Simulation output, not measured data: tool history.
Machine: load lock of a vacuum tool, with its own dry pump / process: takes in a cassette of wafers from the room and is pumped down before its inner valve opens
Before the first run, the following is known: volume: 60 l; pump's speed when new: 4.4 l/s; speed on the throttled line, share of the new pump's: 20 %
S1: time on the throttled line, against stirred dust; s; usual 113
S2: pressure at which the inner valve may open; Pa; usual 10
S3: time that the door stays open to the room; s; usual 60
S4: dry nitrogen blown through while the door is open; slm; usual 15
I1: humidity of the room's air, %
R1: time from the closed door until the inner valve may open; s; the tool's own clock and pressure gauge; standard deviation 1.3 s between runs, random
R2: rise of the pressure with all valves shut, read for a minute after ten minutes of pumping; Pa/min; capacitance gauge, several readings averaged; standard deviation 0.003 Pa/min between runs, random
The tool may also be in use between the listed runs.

Run 1, hour 0: usual settings; I1 44.2. Result: R1 232.8 s, R2 0.135 Pa/min.
Run 2, hour 393.9: usual settings; I1 43.5. Result: R1 234.4 s, R2 0.146 Pa/min.
Run 3, hour 744.1: usual settings but S2 18 Pa; I1 43.8. Result: R1 223 s, R2 0.158 Pa/min.
Run 4, hour 941.6: usual settings; I1 46.8. Result: R1 234.9 s, R2 0.173 Pa/min.
Run 5, hour 1264.1: usual settings but S3 41 s; I1 44.6. Result: R1 234.6 s, R2 0.177 Pa/min.
Run 6, hour 1676.6: usual settings but S3 41 s; I1 44.1. Result: R1 241.2 s, R2 0.191 Pa/min.
Run 7, hour 1941.5: usual settings but S3 41 s; I1 50.9. Result: R1 238.5 s, R2 0.205 Pa/min.
Run 8, hour 2278.4: usual settings but S3 41 s; I1 46.2. Result: R1 241.3 s, R2 0.219 Pa/min.
Run 9, hour 2471.3: usual settings but S3 41 s; I1 49.4. Result: R1 243.4 s, R2 0.23 Pa/min.
Run 10, hour 2731.4: usual settings but S3 41 s; I1 43.4. Result: R1 243.3 s, R2 0.237 Pa/min.
Run 11, hour 3067.1: usual settings but S3 41 s; I1 42.4. Result: R1 244.8 s, R2 0.258 Pa/min.
Run 12, hour 3363.2: usual settings; I1 47.3. Result: R1 244 s, R2 0.272 Pa/min.
Run 13, hour 3641.8: usual settings; I1 42. Result: R1 246.4 s, R2 0.286 Pa/min.
Run 14, hour 3896.5: usual settings; I1 45.8. Result: R1 245.1 s, R2 0.299 Pa/min.
Run 15, hour 4145.6: usual settings; I1 44.9. Result: R1 247.6 s, R2 0.302 Pa/min.
Run 16, hour 4409.7: usual settings but S1 76 s; I1 47.2. Result: R1 220.1 s, R2 0.321 Pa/min.
Run 17, hour 4604.8: usual settings; I1 45.2. Result: R1 249.6 s, R2 0.328 Pa/min.
Run 18, hour 4906.8: usual settings but S3 145 s; I1 43.6. Result: R1 251 s, R2 0.359 Pa/min.
Run 19, hour 5110.5: usual settings but S2 18 Pa; I1 45.2. Result: R1 243.2 s, R2 0.362 Pa/min.
At hour 5185.4: dry pump taken out, an overhauled one fitted.
Run 20, hour 5422.4: usual settings but S4 7 slm; I1 48.8. Result: R1 219.1 s, R2 0.399 Pa/min.
Run 21, hour 5786.8: usual settings but S1 82 s, S3 192 s; I1 45.2. Result: R1 195.7 s, R2 0.409 Pa/min.
Run 22, hour 5989.8: usual settings but S4 6 slm; I1 46.2. Result: R1 221.6 s, R2 0.428 Pa/min.
Run 23, hour 6165.9: usual settings but S1 109 s, S3 46 s, S4 11 slm; I1 47.4. Result: R1 217.3 s, R2 0.428 Pa/min.

Run 24 has not been measured yet. What should we expect?
Run 24, hour 6370.7: usual settings but S1 91 s, S3 29 s, S4 9 slm; I1 46.1. Result: R1 ?, R2 ?.

Run 24 gave R1 205.8 s, R2 0.439 Pa/min.
If the tool had no hidden condition, the same run with the same run-to-run variation would have returned R1 200.9 s, R2 0.029 Pa/min.
